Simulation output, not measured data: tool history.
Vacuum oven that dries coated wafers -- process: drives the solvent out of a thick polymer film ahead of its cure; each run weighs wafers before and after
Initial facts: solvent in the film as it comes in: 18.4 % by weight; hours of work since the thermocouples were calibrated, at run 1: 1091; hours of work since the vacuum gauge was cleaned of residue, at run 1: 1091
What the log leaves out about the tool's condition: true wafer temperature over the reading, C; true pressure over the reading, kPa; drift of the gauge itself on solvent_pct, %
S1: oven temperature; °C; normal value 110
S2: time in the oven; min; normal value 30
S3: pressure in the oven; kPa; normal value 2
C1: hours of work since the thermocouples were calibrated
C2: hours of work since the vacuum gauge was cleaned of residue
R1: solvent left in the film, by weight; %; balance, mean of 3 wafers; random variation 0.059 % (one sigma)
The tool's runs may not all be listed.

run     day   S1  S2    S3    C1    C2     R1
  1       0  110  30     2  1091  1091   3.11
  2   4.467  110  30     2  1145  1145   3.15
  3   8.479  110  30  7.28  1193  1193   7.42
  4  10.983  110  30  7.28  1223  1223   7.53
  5    13.3  110  30  7.28  1251  1251   7.57
  6  17.417   98  30  7.28  1301  1301  12.49
  7  21.771   98  24  7.28  1353  1353  12.89
  8  25.975  119  24  7.28  1403  1403   5.22
  9  28.808  116  28  7.28  1438  1438   5.84
     29.817  -- vacuum gauge cleaned of residue and calibrated
     30.875  -- oven's thermocouples calibrated
 10  32.008  120  16  7.28    14    25   5.81
 11  34.688  110  20  3.21    46    58   5.62
 12  38.062  110  30     2    86    98    3.2
 13   40.75  124  30     2   119   130   1.15
 14  45.079  110  36     2   171   182   2.63
 15  47.683  110  36     2   202   214   2.61
 16  51.929  110  32  6.91   253   265   6.92

Below are 4 alternative next runs, each starting from the tool's condition after run 16. Predict each:
  A  54.862  110  19  3.06  288  300   ?
  B  54.862  110  30  3.46  288  300   ?
  C  54.862  110  32  6.71  288  300   ?
  D  54.862  116  19   2.5  288  300   ?

run    R1
  A  5.74
  B   4.4
  C  6.82
  D   3.5
Without the tool's unlogged condition, the same runs would have read:
run    R1
  A  5.72
  B  4.39
  C   6.8
  D  3.49
